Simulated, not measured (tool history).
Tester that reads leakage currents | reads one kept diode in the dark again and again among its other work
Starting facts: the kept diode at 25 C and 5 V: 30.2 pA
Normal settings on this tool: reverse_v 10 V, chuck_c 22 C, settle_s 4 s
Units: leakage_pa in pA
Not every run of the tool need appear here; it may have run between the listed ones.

run,hour,reverse_v,chuck_c,settle_s,leakage_pa
1,0,10,22,4,32.09
2,48.5,10,22,4,32.19
3,91,10,58,4,382.35
4,139.8,10,58,4,386.47
5,185.7,10,58,4,383.14
6,205.7,10,22,1.09,33.65
7,253.5,10,22,1.09,34.03
8,291.3,10,22,1.09,33.99
# hour 323.6: chuck's temperature calibrated
9,336.2,10,22,7.59,34.08
10,384,10,22,4,34.25
11,417.8,10,22,4,34.48
12,453.9,1.2,32,4.06,27.22
13,475.4,1.2,32,4.06,27.38
14,510,5.6,43,2.65,116.77
15,545.7,5.6,43,2.65,116.2
16,582.2,14,52,1.65,314.82
17,604.5,14,52,1.65,316.74
18,624.8,14,52,1.65,316.36
19,668.7,18.4,43,1.65,200.07
20,711.1,2.1,22,4,16.9

Each row is a separate what-if for the run after 20, all from the same tool condition, not one after another. Results?
A,755.8,3.6,50,7.28,?
B,755.8,7,22,5.19,?
C,755.8,2.1,60,4,?
D,755.8,2.1,22,0.77,?
E,755.8,4.3,21,1.4,?

run,leakage_pa
A,150.93
B,29.66
C,225.25
D,17.23
E,22.25
With no hidden state in the tool, these same runs would have given:
run,leakage_pa
A,153.28
B,28.09
C,229.69
D,16.97
E,21.39

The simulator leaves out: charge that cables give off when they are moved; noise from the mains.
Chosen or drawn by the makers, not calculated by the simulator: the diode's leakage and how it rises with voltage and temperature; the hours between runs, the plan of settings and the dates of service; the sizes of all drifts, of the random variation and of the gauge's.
